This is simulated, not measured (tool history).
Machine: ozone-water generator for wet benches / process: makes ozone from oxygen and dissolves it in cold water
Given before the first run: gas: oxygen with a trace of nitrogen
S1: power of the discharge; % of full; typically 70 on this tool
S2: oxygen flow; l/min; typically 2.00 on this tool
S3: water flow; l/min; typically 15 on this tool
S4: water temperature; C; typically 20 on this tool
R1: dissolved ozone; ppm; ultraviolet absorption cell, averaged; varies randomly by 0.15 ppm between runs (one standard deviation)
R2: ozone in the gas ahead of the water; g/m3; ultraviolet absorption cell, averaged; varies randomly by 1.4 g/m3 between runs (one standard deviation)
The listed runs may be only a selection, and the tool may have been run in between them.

run      day  S1    S2  S3  S4    R1     R2
  1    0.000  70  2.00  15  20  14.3  210.1
  2    6.604  70  2.00  15  20  14.6  209.6
  3   10.783  70  2.00  15  20  14.5  209.5
      14.533  -- contactor cleaned
  4   15.762  70  2.00  15  20  14.8  208.6
  5   25.017  70  2.00  15  20  14.7  204.6
  6   33.838  70  1.44  15  20  14.0  244.0
  7   38.138  70  1.44  15  20  14.0  243.1
      40.229  -- electrodes of the discharge changed
  8   47.071  45  1.44  15  20  13.7  246.2
  9   53.000  45  1.44  15  20  13.4  245.7
 10   62.046  45  1.44  15  20  13.6  245.1
 11   68.479  45  1.44  15  20  13.7  243.6
 12   75.804  70  2.00  15  23  17.3  257.7
 13   80.829  70  2.00  15  23  17.4  253.0
 14   88.446  70  2.00  15  21  17.6  253.8
 15   95.829  70  2.00  15  20  17.4  250.8
 16   99.854  70  2.00  15  20  17.5  252.2
 17  108.425  70  2.00  15  21  17.2  247.2
 18  114.217  73  1.53  23  16  10.7  296.3
 19  120.000  73  1.53  23  16  10.4  294.1
 20  124.804  72  3.49  22  17  12.7  182.7
 21  133.738  72  3.49  22  17  12.7  179.4
 22  140.583  47  1.19  12  21  15.7  266.1
 23  144.504  47  1.19  12  21  15.8  265.1
 24  148.662  70  1.48  17  20  13.8  287.3
 25  152.962  62  2.89  12  12  21.7  184.6
 26  157.283  98  2.77  11  12  28.9  235.5
     164.242  -- water thermometer calibrated
 27  164.588  98  2.77  11  12  29.0  235.9
 28  170.900  70  2.00  17  17  14.7  237.4
     172.254  -- contactor cleaned
 29  179.246  70  3.03  20  17  14.0  188.5
 30  185.708  70  3.03  20  17  13.8  185.9
 31  190.771  70  2.00  20  20  12.3  233.6
 32  198.546  47  2.00  20  28   9.5  191.5

Run by run, hidden condition taken away, random variation retained:
Hidden state present: yield of the discharge, % of new electrodes'; contactor's efficiency, % of a clean one's; true water temperature over the reading, C; drift of the gauge itself on ozone_ppm, %; drift of the gauge itself on gas_g_m3, %.
run    R1     R2
  1  18.8  262.5
  2  19.3  263.2
  3  19.2  264.0
  4  18.9  264.0
  5  19.0  260.7
  6  18.3  313.7
  7  18.2  313.6
  8  14.1  248.4
  9  13.9  248.7
 10  14.2  249.1
 11  14.3  248.5
 12  18.4  265.8
 13  18.6  261.8
 14  18.9  264.0
 15  18.9  262.3
 16  19.1  264.5
 17  18.9  260.8
 18  11.9  314.2
 19  11.7  313.1
 20  14.4  195.1
 21  14.5  192.9
 22  17.5  282.6
 23  17.6  282.2
 24  15.9  312.1
 25  24.7  199.9
 26  33.7  261.3
 27  34.0  263.4
 28  17.3  262.0
 29  15.5  209.1
 30  15.5  207.2
 31  13.8  261.4
 32  10.5  210.1
